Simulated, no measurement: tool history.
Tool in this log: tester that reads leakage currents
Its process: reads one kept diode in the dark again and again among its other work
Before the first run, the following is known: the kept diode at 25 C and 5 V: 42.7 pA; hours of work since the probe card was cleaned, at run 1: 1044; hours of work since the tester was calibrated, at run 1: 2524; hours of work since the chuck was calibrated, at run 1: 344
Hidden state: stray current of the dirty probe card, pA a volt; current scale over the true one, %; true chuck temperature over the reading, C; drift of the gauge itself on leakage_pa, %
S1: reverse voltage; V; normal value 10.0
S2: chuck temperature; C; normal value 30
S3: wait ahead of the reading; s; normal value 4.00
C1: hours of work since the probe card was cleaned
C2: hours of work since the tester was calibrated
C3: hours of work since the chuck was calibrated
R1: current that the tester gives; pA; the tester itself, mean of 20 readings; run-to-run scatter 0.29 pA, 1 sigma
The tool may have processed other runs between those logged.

run 1 hour=0.0 | S1=10.0 S2=30 S3=4.00 | C1=1044 C2=2524 C3=344 | R1=111.82
run 2 hour=97.5 | S1=10.0 S2=30 S3=4.00 | C1=1096 C2=2575 C3=395 | R1=113.51
-- hour=203.9 probe card cleaned and baked
run 3 hour=275.7 | S1=10.0 S2=30 S3=8.01 | C1=38 C2=2668 C3=487 | R1=96.28
run 4 hour=401.9 | S1=10.0 S2=30 S3=1.13 | C1=104 C2=2734 C3=554 | R1=98.87
run 5 hour=542.2 | S1=10.0 S2=30 S3=1.13 | C1=178 C2=2808 C3=628 | R1=100.40
run 6 hour=696.0 | S1=10.0 S2=25 S3=4.00 | C1=259 C2=2889 C3=709 | R1=67.47
run 7 hour=829.4 | S1=17.0 S2=45 S3=0.40 | C1=329 C2=2959 C3=779 | R1=444.28
run 8 hour=909.0 | S1=3.7 S2=45 S3=0.40 | C1=371 C2=3001 C3=821 | R1=202.33
run 9 hour=992.3 | S1=1.1 S2=26 S3=0.75 | C1=415 C2=3045 C3=865 | R1=23.73
run 10 hour=1168.6 | S1=1.1 S2=26 S3=0.96 | C1=508 C2=3138 C3=957 | R1=24.01

Below are 4 alternative next runs, each starting from the tool's condition after run 10. Predict each:
run A hour=1268.3 | S1=2.2 S2=26 S3=0.37 | C1=560 C2=3190 C3=1010 | R1=?
run B hour=1268.3 | S1=10.0 S2=28 S3=0.57 | C1=560 C2=3190 C3=1010 | R1=?
run C hour=1268.3 | S1=1.1 S2=24 S3=0.96 | C1=560 C2=3190 C3=1010 | R1=?
run D hour=1268.3 | S1=10.2 S2=43 S3=1.39 | C1=560 C2=3190 C3=1010 | R1=?

run=A R1=35.74
run=B R1=96.18
run=C R1=20.45
run=D R1=298.49
Had the tool no hidden state, the same runs would have come out as:
run=A R1=31.92
run=B R1=82.04
run=C R1=18.39
run=D R1=276.29
